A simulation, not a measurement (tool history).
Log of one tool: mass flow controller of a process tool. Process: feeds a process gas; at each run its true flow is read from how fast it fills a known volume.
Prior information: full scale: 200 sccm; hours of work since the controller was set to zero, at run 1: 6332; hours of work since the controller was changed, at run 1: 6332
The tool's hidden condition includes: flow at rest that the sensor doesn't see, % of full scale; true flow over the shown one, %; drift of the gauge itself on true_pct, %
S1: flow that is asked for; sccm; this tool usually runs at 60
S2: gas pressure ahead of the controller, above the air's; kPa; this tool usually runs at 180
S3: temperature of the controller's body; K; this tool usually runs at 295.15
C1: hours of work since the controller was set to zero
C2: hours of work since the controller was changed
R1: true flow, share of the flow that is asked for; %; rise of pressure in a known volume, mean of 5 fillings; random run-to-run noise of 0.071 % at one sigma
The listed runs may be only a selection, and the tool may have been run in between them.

run      day   S1   S2      S3    C1    C2      R1
  1    0.000   60  180  295.15  6332  6332   99.24
  2   18.733   60  180  295.15  6501  6501   99.20
  3   37.904   60  180  295.15  6674  6674   99.14
  4   56.217   60  180  295.15  6839  6839   99.20
      58.817  -- controller's zero set anew
  5   70.962   60  180  301.15   110  6972  103.01
  6   91.608   60  180  295.15   296  7158  103.64
  7  104.379   60  180  295.15   411  7273  103.32
  8  123.996   60  257  295.15   588  7450  103.50
  9  134.421   60  180  295.15   682  7545  103.44
 10  144.600   60  180  295.15   774  7636  103.39
 11  162.162   54  180  295.15   933  7795  103.38
 12  177.354   60  180  312.15  1070  7932  102.01
 13  186.971   60  180  295.15  1157  8019  103.40
 14  206.821   60  180  295.15  1336  8198  103.40
 15  218.988  129  212  305.15  1446  8308  103.36
 16  239.250   60  180  300.15  1628  8491  102.94
     252.017  -- controller exchanged for a calibrated one
 17  254.617  153  262  295.15    23    23  100.05
 18  274.621   60  180  302.15   204   204   98.79
 19  295.196   28  257  296.15   390   390   99.17
 20  307.483   23  257  296.15   501   501   98.67
 21  321.738   24  189  302.15   629   629   97.85
 22  335.133   24  189  302.15   750   750   97.79
 23  352.738  167  231  299.15   909   909   99.91
 24  372.554  167  231  299.15  1088  1088   99.92
 25  389.525  167  231  299.15  1241  1241  100.04
 26  398.683  167  231  299.15  1324  1324  100.14
 27  407.646  110  235  295.15  1405  1405  100.04
 28  425.800   60  276  302.15  1568  1568   98.87

A few steps of R1 between consecutive runs. Split each: what settings, incoming material and random variation would produce without the hidden state, and what is left over for the hidden state, along with gauge scatter present in only one of the two compared results (measured, and without hidden state):
Run 4 -> 5: S3 295.15 -> 301.15, controller's zero set anew. R1 +3.81 %: hidden state +4.29, all else -0.48.
Run 16 -> 17: S1 60 -> 153, S2 180 -> 262, S3 300.15 -> 295.15, controller exchanged for a calibrated one. R1 -2.89 %: hidden state -3.82, all else +0.93.
